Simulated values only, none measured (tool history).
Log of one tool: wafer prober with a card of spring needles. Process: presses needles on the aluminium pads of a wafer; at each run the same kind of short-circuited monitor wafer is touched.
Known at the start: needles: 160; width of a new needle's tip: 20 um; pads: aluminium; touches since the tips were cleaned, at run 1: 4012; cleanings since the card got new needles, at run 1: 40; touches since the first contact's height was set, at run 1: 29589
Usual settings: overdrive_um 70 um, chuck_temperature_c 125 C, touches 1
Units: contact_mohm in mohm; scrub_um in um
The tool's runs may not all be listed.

run,hour,overdrive_um,chuck_temperature_c,touches,touches since the tips were cleaned,cleanings since the card got new needles,touches since the first contact's height was set,contact_mohm,scrub_um
1,0.0,70,125,1,4012,40,29589,362,10.91
# hour 1.6: tips cleaned on abrasive film
2,8.3,70,125,2,3182,41,33502,255,10.95
# hour 11.7: tips cleaned on abrasive film
3,17.0,70,125,2,2519,42,37649,250,10.93
# hour 22.1: tips cleaned on abrasive film
4,26.3,70,125,2,2017,43,42075,226,10.88
# hour 31.8: tips cleaned on abrasive film
# hour 41.2: tips cleaned on abrasive film
5,41.2,85,125,1,0,45,49108,158,13.23
# hour 50.7: tips cleaned on abrasive film
6,58.0,85,125,1,3495,46,57126,278,13.24
# hour 60.8: tips cleaned on abrasive film
7,69.3,70,125,1,4082,47,62518,363,10.89
# hour 71.1: tips cleaned on abrasive film
# hour 81.8: tips cleaned on abrasive film
8,87.3,70,125,1,2664,49,71058,321,10.87
# hour 91.4: tips cleaned on abrasive film
9,98.9,70,125,1,3588,50,76558,342,10.86
# hour 102.0: tips cleaned on abrasive film
# hour 111.5: tips cleaned on abrasive film
10,115.5,74,125,1,1919,52,84449,264,11.47
# hour 122.1: tips cleaned on abrasive film
# hour 131.8: tips cleaned on abrasive film
11,132.9,74,125,1,530,54,92678,205,11.44
# hour 137.5: height of the first contact set anew
# hour 142.2: tips cleaned on abrasive film
12,145.4,74,125,1,1548,55,3772,243,11.60
# hour 152.9: tips cleaned on abrasive film
13,158.7,74,107,1,2764,56,10087,299,11.55
# hour 163.5: tips cleaned on abrasive film
14,172.0,74,107,1,4040,57,16414,348,11.60
# hour 173.6: tips cleaned on abrasive film
# hour 183.6: tips cleaned on abrasive film
15,183.6,74,107,1,0,59,21908,166,11.51
# hour 193.5: tips cleaned on abrasive film
16,197.5,74,107,1,1942,60,28537,268,11.50
# hour 203.2: tips cleaned on abrasive film
17,205.8,59,125,1,1241,61,32453,302,9.21
# hour 213.0: tips cleaned on abrasive film
18,216.1,66,58,2,1470,62,37331,226,10.26
# hour 223.7: tips cleaned on abrasive film
19,226.2,66,58,2,1212,63,42160,209,10.24
# hour 233.2: tips cleaned on abrasive film
20,238.6,58,85,3,2625,64,48075,244,9.00
# hour 243.9: tips cleaned on abrasive film
# hour 253.9: tips cleaned on abrasive film
21,257.4,52,95,3,1707,66,56991,237,8.04
# hour 264.6: tips cleaned on abrasive film
22,271.4,64,118,1,3258,67,63628,386,9.91
# hour 274.8: tips cleaned on abrasive film
23,281.3,64,66,3,3092,68,68344,233,9.89
# hour 284.8: tips cleaned on abrasive film
24,290.9,64,66,3,2942,69,72905,228,9.89
# hour 294.9: tips cleaned on abrasive film
# hour 304.6: tips cleaned on abrasive film
25,306.0,88,76,2,672,71,80079,162,13.66
# hour 314.8: tips cleaned on abrasive film
26,320.4,80,34,3,2705,72,86927,190,12.38
# hour 325.3: tips cleaned on abrasive film
# hour 335.0: tips cleaned on abrasive film
27,335.3,70,125,2,126,74,93968,176,10.82
# hour 336.9: height of the first contact set anew
# hour 344.9: tips cleaned on abrasive film
28,348.3,75,26,2,1647,75,5420,215,11.75
# hour 354.5: tips cleaned on abrasive film
29,360.1,75,26,2,2695,76,11044,237,11.74
# hour 364.6: tips cleaned on abrasive film
30,369.8,84,30,1,2514,77,15648,253,13.17
# hour 375.4: tips cleaned on abrasive film
# hour 385.6: tips cleaned on abrasive film
31,385.6,84,30,1,0,79,23141,147,13.17

Some steps in contact_mohm between neighbouring runs. How much of each would the tool show without its hidden state too (settings, what came in, random variation), and how much is left for the hidden state, with any gauge scatter that isn't in both results?
The hidden state here: debris on the tips, nm; way that the needles fall short of the set height, um; tips' diameter, um; drift of the gauge itself on contact_mohm, %; drift of the gauge itself on scrub_um, %.
Run 14 -> 15: tips cleaned on abrasive film, tips cleaned on abrasive film. contact_mohm -182 mohm: hidden state -180, all else -2.
Run 21 -> 22: overdrive_um 52 -> 64, chuck_temperature_c 95 -> 118, touches 3 -> 1, tips cleaned on abrasive film. contact_mohm +149 mohm: hidden state +155, all else -6.
Run 22 -> 23: chuck_temperature_c 118 -> 66, touches 1 -> 3, tips cleaned on abrasive film. contact_mohm -153 mohm: hidden state -145, all else -8.
